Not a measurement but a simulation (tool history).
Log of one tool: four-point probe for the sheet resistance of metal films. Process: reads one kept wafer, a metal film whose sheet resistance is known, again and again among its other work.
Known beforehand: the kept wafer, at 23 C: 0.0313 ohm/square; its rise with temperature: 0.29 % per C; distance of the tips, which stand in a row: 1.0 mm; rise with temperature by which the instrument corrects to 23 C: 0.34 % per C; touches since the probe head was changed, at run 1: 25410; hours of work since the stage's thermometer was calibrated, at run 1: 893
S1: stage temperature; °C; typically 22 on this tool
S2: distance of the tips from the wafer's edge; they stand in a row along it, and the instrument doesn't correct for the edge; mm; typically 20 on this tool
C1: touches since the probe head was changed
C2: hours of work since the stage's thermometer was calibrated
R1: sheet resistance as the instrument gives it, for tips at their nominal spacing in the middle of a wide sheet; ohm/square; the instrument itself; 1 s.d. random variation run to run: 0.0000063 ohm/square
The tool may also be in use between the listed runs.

run   hour  S1  S2     C1    C2        R1
  1    0.0  22  20  25410   893  0.031275
  2   10.6  22  20  25851   900  0.031272
  3   22.8  22  20  26360   908  0.031255
  4   40.2  22  20  27080   919  0.031259
  5   51.1  22  20  27536   927  0.031272
  6   62.7  22  23  28018   934  0.031259
  7   80.9  22  23  28776   946  0.031261
  8   96.3  22  20  29414   957  0.031256
  9  115.6  22  20  30215   969  0.031266
 10  130.6  22  20  30839   979  0.031258
 11  144.7  25  20  31426   989  0.031207
 12  168.1  25  20  32400  1004  0.031199
 13  186.3  25  20  33158  1017  0.031193
 14  200.3  25  20  33741  1026  0.031195
 15  210.9  25  20  34180  1033  0.031198
 16  224.9  22  20  34764  1042  0.031246
 17  246.2  22  20  35649  1056  0.031237
 18  264.0  22  20  36386  1068  0.031243
 19  287.6  28  20  37368  1084  0.031129
 20  308.3  22  20  38228  1098  0.031234
 21  318.6  22  20  38657  1105  0.031226
 22  329.1  33  20  39093  1112  0.031051
 23  348.5  19  41  39902  1124  0.031242
 24  359.7  19  41  40369  1132  0.031251
 25  373.8  23  13  40956  1141  0.031256
 26  390.8  33   6  41661  1153  0.031444
 27  407.1  26   4  42339  1163  0.032124
 28  425.8  21  47  43116  1176  0.031191
 29  441.3  21  47  43761  1186  0.031197
 30  454.0  21  47  44288  1195  0.031190
 31  467.7  22  20  44859  1204  0.031216

Run 32 comes next. What will it give?
 32  484.4  33  16  45551  1215   ?

R1: 0.031047 ohm/square
With no hidden state in the tool, this same run would have given R1 0.031198 ohm/square.
